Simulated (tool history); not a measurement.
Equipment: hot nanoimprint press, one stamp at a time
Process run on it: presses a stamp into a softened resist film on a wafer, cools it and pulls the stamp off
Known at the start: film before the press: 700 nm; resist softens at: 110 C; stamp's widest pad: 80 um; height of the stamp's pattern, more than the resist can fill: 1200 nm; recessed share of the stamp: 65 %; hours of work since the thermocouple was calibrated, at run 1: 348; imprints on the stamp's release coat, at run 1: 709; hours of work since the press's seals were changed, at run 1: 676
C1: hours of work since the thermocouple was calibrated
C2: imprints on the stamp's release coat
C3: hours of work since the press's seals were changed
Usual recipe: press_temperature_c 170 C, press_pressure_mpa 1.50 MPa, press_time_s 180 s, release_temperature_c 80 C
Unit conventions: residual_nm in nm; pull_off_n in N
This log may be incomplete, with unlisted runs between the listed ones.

{"run": 1, "hour": 0.0, "press_temperature_c": 170, "press_pressure_mpa": 1.5, "press_time_s": 180, "release_temperature_c": 80, "C1": 348, "C2": 709, "C3": 676, "residual_nm": 241.0, "pull_off_n": 197}
{"hour": 29.2, "done": "stamp cleaned and given a new release coat"}
{"run": 2, "hour": 71.6, "press_temperature_c": 170, "press_pressure_mpa": 1.5, "press_time_s": 180, "release_temperature_c": 80, "C1": 392, "C2": 90, "C3": 720, "residual_nm": 235.3, "pull_off_n": 178}
{"run": 3, "hour": 116.2, "press_temperature_c": 170, "press_pressure_mpa": 1.5, "press_time_s": 180, "release_temperature_c": 80, "C1": 422, "C2": 183, "C3": 750, "residual_nm": 238.5, "pull_off_n": 184}
{"run": 4, "hour": 188.1, "press_temperature_c": 170, "press_pressure_mpa": 1.5, "press_time_s": 180, "release_temperature_c": 80, "C1": 471, "C2": 335, "C3": 799, "residual_nm": 236.3, "pull_off_n": 182}
{"run": 5, "hour": 259.1, "press_temperature_c": 170, "press_pressure_mpa": 1.5, "press_time_s": 131, "release_temperature_c": 80, "C1": 518, "C2": 484, "C3": 847, "residual_nm": 266.0, "pull_off_n": 187}
{"run": 6, "hour": 336.9, "press_temperature_c": 170, "press_pressure_mpa": 1.5, "press_time_s": 131, "release_temperature_c": 80, "C1": 571, "C2": 648, "C3": 899, "residual_nm": 263.9, "pull_off_n": 190}
{"hour": 381.1, "done": "press's hydraulic seals changed and the load cell set to zero"}
{"hour": 390.0, "done": "plate thermocouple calibrated"}
{"hour": 408.8, "done": "stamp cleaned and given a new release coat"}
{"run": 7, "hour": 426.0, "press_temperature_c": 170, "press_pressure_mpa": 1.5, "press_time_s": 131, "release_temperature_c": 80, "C1": 20, "C2": 36, "C3": 24, "residual_nm": 288.0, "pull_off_n": 188}
{"run": 8, "hour": 499.9, "press_temperature_c": 169, "press_pressure_mpa": 1.5, "press_time_s": 131, "release_temperature_c": 69, "C1": 70, "C2": 192, "C3": 74, "residual_nm": 301.5, "pull_off_n": 253}
{"run": 9, "hour": 581.2, "press_temperature_c": 169, "press_pressure_mpa": 1.5, "press_time_s": 131, "release_temperature_c": 69, "C1": 125, "C2": 363, "C3": 129, "residual_nm": 296.0, "pull_off_n": 257}
{"run": 10, "hour": 646.5, "press_temperature_c": 170, "press_pressure_mpa": 1.0, "press_time_s": 175, "release_temperature_c": 80, "C1": 169, "C2": 500, "C3": 173, "residual_nm": 301.8, "pull_off_n": 197}
{"run": 11, "hour": 717.0, "press_temperature_c": 162, "press_pressure_mpa": 1.22, "press_time_s": 180, "release_temperature_c": 72, "C1": 217, "C2": 649, "C3": 221, "residual_nm": 393.7, "pull_off_n": 247}
{"hour": 777.2, "done": "stamp cleaned and given a new release coat"}
{"run": 12, "hour": 795.3, "press_temperature_c": 174, "press_pressure_mpa": 2.08, "press_time_s": 122, "release_temperature_c": 80, "C1": 266, "C2": 38, "C3": 270, "residual_nm": 200.8, "pull_off_n": 183}
{"run": 13, "hour": 836.1, "press_temperature_c": 171, "press_pressure_mpa": 1.2, "press_time_s": 218, "release_temperature_c": 80, "C1": 293, "C2": 124, "C3": 297, "residual_nm": 234.5, "pull_off_n": 185}
{"run": 14, "hour": 924.3, "press_temperature_c": 181, "press_pressure_mpa": 2.23, "press_time_s": 138, "release_temperature_c": 75, "C1": 353, "C2": 309, "C3": 357, "residual_nm": 130.8, "pull_off_n": 216}

Hidden state or all else? Some run-to-run changes of residual_nm, split into what the settings, what came in and random variation would give without the hidden state, and what is left for the hidden state (with any gauge scatter that isn't in both results):
The tool's hidden condition here consists of: true temperature over the reading, C; pressure that arrives at the usual setting, %; grip of the stamp's worn release coat, % over a new coat's; drift of the gauge itself on residual_nm, %; drift of the gauge itself on pull_off_n, %.
Run 6 -> 7: press's hydraulic seals changed and the load cell set to zero, plate thermocouple calibrated, stamp cleaned and given a new release coat. residual_nm +24.1 nm: hidden state +26.1, all else -2.0.
Run 11 -> 12: press_temperature_c 162 -> 174, press_pressure_mpa 1.22 -> 2.08, press_time_s 180 -> 122, release_temperature_c 72 -> 80, stamp cleaned and given a new release coat. residual_nm -192.9 nm: hidden state +4.6, all else -197.5.
